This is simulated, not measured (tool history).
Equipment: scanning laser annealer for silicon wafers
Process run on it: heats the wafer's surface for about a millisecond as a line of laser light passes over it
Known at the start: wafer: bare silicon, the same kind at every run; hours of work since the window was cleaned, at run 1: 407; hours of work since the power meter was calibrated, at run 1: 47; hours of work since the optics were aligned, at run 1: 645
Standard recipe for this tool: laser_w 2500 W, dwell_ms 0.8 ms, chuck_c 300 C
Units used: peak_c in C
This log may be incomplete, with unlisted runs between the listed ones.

run   hour  laser_w  dwell_ms  chuck_c  hours of work since the window was cleaned  hours of work since the power meter was calibrated  hours of work since the optics were aligned  peak_c
  1      0     2500       0.8      300                                         407                                                  47                                          645    1026
  2    9.6     2500       0.8      300                                         414                                                  54                                          652    1026
  3   16.2     2500       0.8      332                                         418                                                  58                                          656    1054
  4   26.4     2500       0.8      300                                         425                                                  65                                          663    1025
  5   39.6     2500       0.8      300                                         434                                                  74                                          672    1023
  6     55     2708       0.8      300                                         444                                                  84                                          682    1105
  7   66.2     2500       0.8      285                                         452                                                  92                                          690    1007
  8   74.6     2500       0.8      285                                         458                                                  98                                          695    1006
  9   81.8     2500       0.8      285                                         462                                                 102                                          700    1008
 10     92     2500       0.8      285                                         469                                                 109                                          707    1006
 11  100.1     2500       0.8      300                                         475                                                 115                                          713    1021
 12    109     2500       0.8      300                                         481                                                 121                                          719    1018
 13  119.6     2220       0.8      300                                         488                                                 128                                          726     911
 14  129.9     2220       0.8      300                                         495                                                 135                                          733     910
 15    144     2500       0.8      334                                         504                                                 144                                          742    1049
 16  154.4     2500       0.8      334                                         511                                                 151                                          749    1048
 17  165.6     2500       0.8      334                                         519                                                 159                                          757    1048
 18  175.7     2500     0.734      334                                         526                                                 166                                          763    1024
 19  182.8     2500     0.734      334                                         530                                                 170                                          768    1019
 20  197.3     2500     0.734      334                                         540                                                 180                                          778    1022
     207.6  -- window over the wafer cleaned
 21  212.8     2500     0.821      273                                           4                                                 189                                          787    1056
 22  225.7     2731     0.782      324                                          12                                                 198                                          796    1185
 23  232.5     2731     0.782      324                                          17                                                 202                                          800    1183
 24  244.5     2267     0.665      324                                          25                                                 210                                          808     941
 25  252.4     2267     0.665      324                                          30                                                 216                                          814     940
 26  259.1     2267     0.665      324                                          35                                                 220                                          818     941
 27  269.7     2500     0.809      300                                          42                                                 227                                          825    1070
 28  285.1     2300     0.997      318                                          52                                                 238                                          836    1074
 29  296.3     2300     0.997      318                                          60                                                 245                                          843    1076
 30  309.7     2670     0.997      318                                          69                                                 254                                          852    1241
 31  318.3     2670     0.997      318                                          74                                                 260                                          858    1241
 32  331.8     2670     0.997      318                                          83                                                 269                                          867    1239
 33  343.9     2500     0.754      300                                          92                                                 277                                          875    1041
 34  355.5     2247     0.854      290                                          99                                                 285                                          883     974
 35  366.4     2247     0.854      290                                         107                                                 292                                          890     969
 36  377.8     2268     0.854      290                                         114                                                 300                                          898     975
 37  392.3     2268     0.854      290                                         124                                                 310                                          908     975
 38  399.5     2268     0.854      290                                         129                                                 315                                          912     977
 39  409.2     2268     0.854      290                                         135                                                 321                                          919     974

5 ways to go on from here, each from the tool as it stands after run 39. What would each give?
  A  423.9     2706     0.848      284                                         145                                                 331                                          929       ?
  B  423.9     2558      0.86      324                                         145                                                 331                                          929       ?
  C  423.9     2500     0.869      311                                         145                                                 331                                          929       ?
  D  423.9     2438       0.8      300                                         145                                                 331                                          929       ?
  E  423.9     2739     0.807      338                                         145                                                 331                                          929       ?

run  peak_c
  A    1154
  B    1133
  C    1093
  D    1032
  E    1197
Without the tool's hidden state the same runs would have given:
run  peak_c
  A    1180
  B    1157
  C    1116
  D    1054
  E    1222
